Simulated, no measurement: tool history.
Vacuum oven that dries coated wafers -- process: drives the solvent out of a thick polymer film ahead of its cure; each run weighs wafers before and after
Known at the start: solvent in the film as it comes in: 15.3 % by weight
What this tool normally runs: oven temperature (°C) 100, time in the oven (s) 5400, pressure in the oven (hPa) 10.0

| run | hour | oven temperature (°C) | time in the oven (s) | pressure in the oven (hPa) | solvent left in the film (%) |
|---|---|---|---|---|---|
| 1 | 0.0 | 100 | 5400 | 10.0 | 4.53 |
| 2 | 34.9 | 100 | 5400 | 10.0 | 4.62 |
|  | 52.5 | oven's thermocouples calibrated |
| 3 | 88.6 | 100 | 5400 | 10.0 | 4.23 |
| 4 | 159.0 | 100 | 5400 | 10.0 | 4.27 |
| 5 | 211.2 | 100 | 5400 | 10.0 | 4.26 |
| 6 | 243.9 | 100 | 5400 | 10.0 | 4.31 |
| 7 | 278.8 | 100 | 5400 | 10.0 | 4.28 |
| 8 | 349.5 | 100 | 5400 | 10.0 | 4.34 |
| 9 | 398.7 | 100 | 5400 | 10.0 | 4.31 |
| 10 | 462.2 | 100 | 5400 | 30.0 | 5.65 |
| 11 | 505.8 | 100 | 5100 | 10.0 | 4.57 |
| 12 | 543.2 | 100 | 5100 | 10.0 | 4.61 |
| 13 | 611.8 | 100 | 5100 | 10.0 | 4.66 |
| 14 | 658.5 | 100 | 8100 | 10.0 | 3.08 |
| 15 | 727.8 | 100 | 8100 | 10.0 | 3.04 |
| 16 | 782.9 | 100 | 5400 | 10.0 | 4.43 |
| 17 | 829.5 | 100 | 5400 | 10.0 | 4.47 |
| 18 | 868.6 | 100 | 5400 | 10.0 | 4.51 |
| 19 | 917.3 | 100 | 5400 | 10.0 | 4.50 |
| 20 | 975.8 | 100 | 9060 | 10.0 | 2.85 |
|  | 981.8 | vacuum gauge cleaned of residue and calibrated |
| 21 | 1026.3 | 100 | 6060 | 10.0 | 4.37 |
| 22 | 1062.1 | 100 | 6060 | 10.0 | 4.47 |
| 23 | 1094.6 | 100 | 6060 | 10.0 | 4.48 |
| 24 | 1124.4 | 100 | 5400 | 10.0 | 4.92 |
| 25 | 1184.5 | 100 | 2760 | 6.4 | 7.24 |
| 26 | 1218.6 | 100 | 2760 | 6.4 | 7.35 |
|  | 1236.6 | vacuum gauge cleaned of residue and calibrated, once more |
| 27 | 1278.0 | 111 | 2700 | 10.0 | 4.92 |
| 28 | 1307.8 | 100 | 5940 | 7.2 | 3.28 |
| 29 | 1344.7 | 100 | 5940 | 7.2 | 3.29 |
| 30 | 1381.7 | 100 | 5940 | 7.2 | 3.33 |
| 31 | 1449.6 | 91 | 7860 | 20.8 | 5.20 |
| 32 | 1511.1 | 112 | 4200 | 5.5 | 2.67 |
| 33 | 1562.7 | 112 | 4200 | 5.5 | 2.66 |
| 34 | 1601.4 | 112 | 4200 | 5.5 | 2.67 |
| 35 | 1637.0 | 114 | 4200 | 5.5 | 2.36 |
| 36 | 1670.3 | 107 | 6420 | 20.7 | 2.87 |
| 37 | 1711.6 | 109 | 8220 | 13.8 | 1.63 |
| 38 | 1759.8 | 100 | 6120 | 24.4 | 4.60 |
|  | 1768.4 | oven's thermocouples calibrated |
| 39 | 1827.6 | 96 | 5400 | 6.8 | 4.46 |
| 40 | 1888.2 | 95 | 7560 | 10.1 | 3.52 |
| 41 | 1948.3 | 114 | 7560 | 9.6 | 1.02 |
| 42 | 2002.9 | 97 | 3600 | 12.4 | 6.39 |
| 43 | 2032.8 | 113 | 9180 | 5.7 | 0.76 |
| 44 | 2081.9 | 111 | 9180 | 24.7 | 1.87 |
| 45 | 2128.5 | 89 | 3120 | 7.6 | 8.20 |
| 46 | 2196.4 | 89 | 3120 | 7.6 | 8.21 |
| 47 | 2229.7 | 97 | 3480 | 7.6 | 6.30 |

What if the next run were any one of these 3? Each begins from the tool's condition after run 47:
| A | 2277.9 | 102 | 3480 | 7.6 | ? |
| B | 2277.9 | 105 | 3480 | 18.2 | ? |
| C | 2277.9 | 110 | 2700 | 31.1 | ? |

| run | solvent left in the film (%) |
|---|---|
| A | 5.34 |
| B | 5.39 |
| C | 5.94 |
Without the tool's hidden state the same runs would have given:
| run | solvent left in the film (%) |
|---|---|
| A | 5.10 |
| B | 5.15 |
| C | 5.73 |

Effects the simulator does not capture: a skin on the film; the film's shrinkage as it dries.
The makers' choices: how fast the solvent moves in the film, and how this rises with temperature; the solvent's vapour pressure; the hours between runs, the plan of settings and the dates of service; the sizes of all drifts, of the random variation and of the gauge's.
